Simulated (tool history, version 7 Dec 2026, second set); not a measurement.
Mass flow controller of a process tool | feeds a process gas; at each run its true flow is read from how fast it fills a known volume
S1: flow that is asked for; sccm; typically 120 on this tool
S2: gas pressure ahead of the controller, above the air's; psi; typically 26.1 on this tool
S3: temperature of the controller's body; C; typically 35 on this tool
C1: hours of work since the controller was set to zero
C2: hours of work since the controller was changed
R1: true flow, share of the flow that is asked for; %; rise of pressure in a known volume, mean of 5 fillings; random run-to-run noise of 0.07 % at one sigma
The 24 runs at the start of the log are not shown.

run	hour	S1	S2	S3	C1	C2	R1
# hour 8855.6: controller exchanged for a calibrated one
25	9213.6	134	33.6	37	249	249	99.27
26	9734.6	22	30.9	23	613	613	98.70
27	10134.4	120	24.4	29	891	891	98.93
28	10379.0	165	26.4	35	1062	1062	99.52
29	10685.7	165	26.4	35	1275	1275	99.54
30	11134.6	67	26.1	35	1588	1588	98.53
31	11487.9	67	26.1	35	1834	1834	98.61
32	11807.5	67	26.1	35	2057	2057	98.67
33	12378.0	26	28.9	28	2455	2455	99.14
34	12822.3	26	28.9	28	2764	2764	99.24
35	13210.0	71	26.1	31	3034	3034	99.11
36	13715.2	163	24.1	35	3387	3387	99.77
37	14192.1	163	24.1	35	3719	3719	99.84
38	14567.4	59	24.1	35	3980	3980	99.03
39	14938.7	120	23.4	35	4239	4239	99.36
40	15469.5	96	35.1	23	4609	4609	100.23
41	15996.2	120	25.5	35	4976	4976	99.74
42	16273.8	120	25.5	35	5170	5170	99.74
43	16533.5	23	27.6	29	5351	5351	100.49
44	16879.5	95	36.4	26	5592	5592	100.43
45	17277.0	70	20.7	32	5869	5869	99.32
46	17560.4	120	26.1	29	6066	6066	99.95
47	17951.4	29	26.7	20	6339	6339	100.61

3 options for the next run, each taken on its own from the tool as it stands now. Forecast them:
A	18355.7	120	26.1	33	6620	6620	?
B	18355.7	29	31.3	20	6620	6620	?
C	18355.7	120	32.5	38	6620	6620	?

run	R1
A	100.05
B	100.96
C	100.41
With no hidden state in the tool, these same runs would have given:
run	R1
A	98.70
B	98.14
C	99.06

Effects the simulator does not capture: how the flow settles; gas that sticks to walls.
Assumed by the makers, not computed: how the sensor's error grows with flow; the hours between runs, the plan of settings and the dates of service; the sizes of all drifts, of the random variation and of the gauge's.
